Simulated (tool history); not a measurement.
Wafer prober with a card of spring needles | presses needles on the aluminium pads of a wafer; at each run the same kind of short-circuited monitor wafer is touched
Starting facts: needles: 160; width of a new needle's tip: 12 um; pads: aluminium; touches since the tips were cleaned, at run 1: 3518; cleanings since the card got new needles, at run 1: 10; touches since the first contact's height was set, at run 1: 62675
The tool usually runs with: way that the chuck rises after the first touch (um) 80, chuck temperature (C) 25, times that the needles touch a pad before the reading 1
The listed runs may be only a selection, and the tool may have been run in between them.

run     day  way that the chuck rises after the first touch (um)  chuck temperature (C)  times that the needles touch a pad before the reading  touches since the tips were cleaned  cleanings since the card got new needles  touches since the first contact's height was set  resistance of one needle with its contact and lead (mohm)  way that a needle slides on the pad (um)
  1       0                                                   80                     25                                                      1                                 3518                                        10                                             62675                                                        291                                     21.21
      0.204  -- tips cleaned on abrasive film
  2   0.567                                                   80                     25                                                      1                                 2837                                        11                                             67092                                                        314                                     21.06
      0.858  -- tips cleaned on abrasive film
  3   1.196                                                   75                     25                                                      1                                 2642                                        12                                             71969                                                        305                                     19.75
      1.492  -- tips cleaned on abrasive film
  4   1.642                                                   75                     25                                                      1                                 1178                                        13                                             75423                                                        289                                      19.7
      2.125  -- tips cleaned on abrasive film
  5   2.233                                                   75                     25                                                      1                                  854                                        14                                             80043                                                        280                                     19.63
  6   2.492                                                   75                     25                                                      1                                 2863                                        14                                             82052                                                        307                                     19.64
      2.608  -- tips cleaned on abrasive film, once more
  7   2.875                                                   75                     25                                                      1                                 2100                                        15                                             85036                                                        294                                     19.78
       3.25  -- tips cleaned on abrasive film
  8   3.304                                                   80                     25                                                      2                                  421                                        16                                             88347                                                        270                                     20.91
  9   3.608                                                   80                     25                                                      2                                 2809                                        16                                             90735                                                        283                                        21
      3.904  -- tips cleaned on abrasive film
 10   4.175                                                   80                     71                                                      1                                 2116                                        17                                             95146                                                        303                                     20.89
 11   4.529                                                   80                     71                                                      1                                 4870                                        17                                             97900                                                        314                                        21
      4.558  -- tips cleaned on abrasive film
 12   4.833                                                   80                     25                                                      1                                 2167                                        18                                            100273                                                        290                                     20.97
      5.204  -- tips cleaned on abrasive film
 13   5.238                                                   80                     25                                                      1                                  251                                        19                                            103381                                                        272                                     20.85
 14   5.754                                                   80                     83                                                      1                                 4298                                        19                                            107428                                                        321                                     20.95
      5.858  -- tips cleaned on abrasive film
 15     6.4                                                   80                     32                                                      1                                 4228                                        20                                            112447                                                        310                                     20.82
      6.488  -- tips cleaned on abrasive film
 16   7.017                                                   80                     25                                                      1                                 4166                                        21                                            117267                                                        306                                     20.75
      7.154  -- tips cleaned on abrasive film
 17   7.404                                                   80                     25                                                      1                                 1952                                        22                                            120265                                                        290                                     20.82
      7.833  -- tips cleaned on abrasive film
 18   7.871                                                   80                     25                                                      1                                  284                                        23                                            123869                                                        272                                     20.74
 19   8.454                                                   72                     25                                                      2                                 4846                                        23                                            128431                                                        296                                     18.61
      8.496  -- tips cleaned on abrasive film
 20   8.796                                                   72                     25                                                      2                                 2352                                        24                                            131098                                                        286                                     18.64
       9.15  -- tips cleaned on abrasive film
 21   9.158                                                   72                     66                                                      2                                   52                                        25                                            133897                                                        274                                     18.55
 22   9.688                                                   72                     66                                                      2                                 4180                                        25                                            138025                                                        302                                     18.55
      9.825  -- tips cleaned on abrasive film
 23  10.283                                                   80                     52                                                      1                                 3566                                        26                                            142659                                                        308                                     20.66
     10.467  -- tips cleaned on abrasive film
 24  10.679                                                   74                     26                                                      1                                 1676                                        27                                            145739                                                        290                                     18.98
 25  11.033                                                   69                     64                                                      3                                 4435                                        27                                            148498                                                        290                                     17.73
     11.117  -- tips cleaned on abrasive film
 26  11.471                                                   69                     64                                                      3                                 2752                                        28                                            151888                                                        291                                      17.7
     11.762  -- tips cleaned on abrasive film
 27  11.804                                                   70                     66                                                      1                                  332                                        29                                            154495                                                        283                                     17.89
 28  12.125                                                   70                     66                                                      1                                 2833                                        29                                            156996                                                        313                                     18.03
     12.404  -- tips cleaned on abrasive film
 29  12.754                                                   63                     62                                                      1                                 2754                                        30                                            161892                                                        323                                     16.06
     13.079  -- tips cleaned on abrasive film
 30  13.304                                                   63                     62                                                      1                                 1778                                        31                                            166160                                                        309                                     16.03
     13.742  -- tips cleaned on abrasive film
 31  13.842                                                  100                     28                                                      1                                  788                                        32                                            170347                                                        280                                     25.97
     14.379  -- tips cleaned on abrasive film
 32  14.379                                                  100                     28                                                      1                                    0                                        33                                            174496                                                        264                                     25.91
 33  14.925                                                   99                    105                                                      1                                 4290                                        33                                            178786                                                        323                                      25.5

Run by run, hidden condition taken away, random variation retained:
Hidden state present: debris on the tips, nm; way that the needles fall short of the set height, um; tips' diameter, um; drift of the gauge itself on contact_mohm, %; drift of the gauge itself on scrub_um, %.
run  resistance of one needle with its contact and lead (mohm)  way that a needle slides on the pad (um)
  1                                                        256                                     21.45
  2                                                        262                                     21.38
  3                                                        267                                     20.09
  4                                                        267                                     20.06
  5                                                        263                                     20.02
  6                                                        270                                     20.02
  7                                                        262                                     20.19
  8                                                        264                                     21.34
  9                                                        263                                     21.43
 10                                                        276                                     21.35
 11                                                        275                                     21.46
 12                                                        261                                     21.44
 13                                                        266                                     21.35
 14                                                        283                                     21.44
 15                                                        268                                     21.35
 16                                                        265                                     21.31
 17                                                        263                                     21.42
 18                                                        263                                     21.36
 19                                                        266                                     19.23
 20                                                        265                                      19.3
 21                                                        271                                     19.22
 22                                                        275                                     19.23
 23                                                        272                                     21.36
 24                                                        263                                      19.7
 25                                                        273                                     18.45
 26                                                        276                                     18.45
 27                                                        273                                     18.66
 28                                                        274                                      18.8
 29                                                        278                                     16.86
 30                                                        277                                     16.87
 31                                                        266                                     26.82
 32                                                        263                                      26.8
 33                                                        289                                     26.39

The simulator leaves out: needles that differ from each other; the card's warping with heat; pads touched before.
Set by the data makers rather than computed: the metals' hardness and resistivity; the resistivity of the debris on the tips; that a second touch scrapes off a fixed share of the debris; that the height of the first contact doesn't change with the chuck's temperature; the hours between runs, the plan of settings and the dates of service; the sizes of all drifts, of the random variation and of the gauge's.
